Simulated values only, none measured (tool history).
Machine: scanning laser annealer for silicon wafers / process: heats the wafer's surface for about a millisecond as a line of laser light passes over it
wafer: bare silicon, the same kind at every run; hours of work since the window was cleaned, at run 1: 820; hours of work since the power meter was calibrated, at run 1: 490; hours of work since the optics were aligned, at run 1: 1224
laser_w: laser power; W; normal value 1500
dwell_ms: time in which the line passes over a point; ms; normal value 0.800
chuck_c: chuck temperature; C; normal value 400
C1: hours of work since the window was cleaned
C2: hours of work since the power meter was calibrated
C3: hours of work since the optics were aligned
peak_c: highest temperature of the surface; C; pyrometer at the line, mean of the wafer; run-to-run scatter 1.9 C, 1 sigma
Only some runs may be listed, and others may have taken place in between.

{"run": 1, "hour": 0.0, "laser_w": 1500, "dwell_ms": 0.8, "chuck_c": 400, "C1": 820, "C2": 490, "C3": 1224, "peak_c": 1187}
{"run": 2, "hour": 21.5, "laser_w": 1500, "dwell_ms": 0.8, "chuck_c": 400, "C1": 830, "C2": 499, "C3": 1234, "peak_c": 1189}
{"run": 3, "hour": 35.3, "laser_w": 1618, "dwell_ms": 0.8, "chuck_c": 400, "C1": 837, "C2": 506, "C3": 1240, "peak_c": 1257}
{"hour": 38.7, "done": "window over the wafer cleaned"}
{"run": 4, "hour": 53.0, "laser_w": 1500, "dwell_ms": 0.8, "chuck_c": 400, "C1": 7, "C2": 513, "C3": 1248, "peak_c": 1228}
{"run": 5, "hour": 69.3, "laser_w": 1500, "dwell_ms": 0.8, "chuck_c": 400, "C1": 14, "C2": 521, "C3": 1255, "peak_c": 1227}
{"run": 6, "hour": 84.8, "laser_w": 1500, "dwell_ms": 0.607, "chuck_c": 400, "C1": 21, "C2": 528, "C3": 1262, "peak_c": 1112}
{"run": 7, "hour": 97.3, "laser_w": 1500, "dwell_ms": 0.8, "chuck_c": 400, "C1": 27, "C2": 534, "C3": 1268, "peak_c": 1227}
{"run": 8, "hour": 118.2, "laser_w": 1500, "dwell_ms": 0.8, "chuck_c": 400, "C1": 37, "C2": 543, "C3": 1278, "peak_c": 1223}
{"run": 9, "hour": 139.4, "laser_w": 1645, "dwell_ms": 0.766, "chuck_c": 400, "C1": 46, "C2": 553, "C3": 1288, "peak_c": 1292}
{"run": 10, "hour": 152.6, "laser_w": 1508, "dwell_ms": 0.949, "chuck_c": 436, "C1": 53, "C2": 559, "C3": 1294, "peak_c": 1345}
{"run": 11, "hour": 179.1, "laser_w": 1508, "dwell_ms": 0.949, "chuck_c": 436, "C1": 65, "C2": 571, "C3": 1306, "peak_c": 1348}
{"run": 12, "hour": 201.0, "laser_w": 1614, "dwell_ms": 0.978, "chuck_c": 400, "C1": 75, "C2": 581, "C3": 1316, "peak_c": 1393}
{"run": 13, "hour": 225.1, "laser_w": 1614, "dwell_ms": 0.579, "chuck_c": 400, "C1": 86, "C2": 592, "C3": 1327, "peak_c": 1151}
{"run": 14, "hour": 244.7, "laser_w": 1614, "dwell_ms": 0.597, "chuck_c": 426, "C1": 95, "C2": 602, "C3": 1336, "peak_c": 1187}
{"run": 15, "hour": 266.3, "laser_w": 1614, "dwell_ms": 0.597, "chuck_c": 426, "C1": 105, "C2": 611, "C3": 1346, "peak_c": 1186}

Below are 3 alternative next runs, each starting from the tool's condition after run 15. Predict each:
{"run": "A", "hour": 278.1, "laser_w": 1545, "dwell_ms": 0.8, "chuck_c": 404, "C1": 110, "C2": 617, "C3": 1352, "peak_c": "?"}
{"run": "B", "hour": 278.1, "laser_w": 1321, "dwell_ms": 0.727, "chuck_c": 437, "C1": 110, "C2": 617, "C3": 1352, "peak_c": "?"}
{"run": "C", "hour": 278.1, "laser_w": 1402, "dwell_ms": 0.737, "chuck_c": 368, "C1": 110, "C2": 617, "C3": 1352, "peak_c": "?"}

run=A peak_c=1254
run=B peak_c=1117
run=C peak_c=1098
Without the tool's hidden state the same runs would have given:
run=A peak_c=1266
run=B peak_c=1126
run=C peak_c=1109

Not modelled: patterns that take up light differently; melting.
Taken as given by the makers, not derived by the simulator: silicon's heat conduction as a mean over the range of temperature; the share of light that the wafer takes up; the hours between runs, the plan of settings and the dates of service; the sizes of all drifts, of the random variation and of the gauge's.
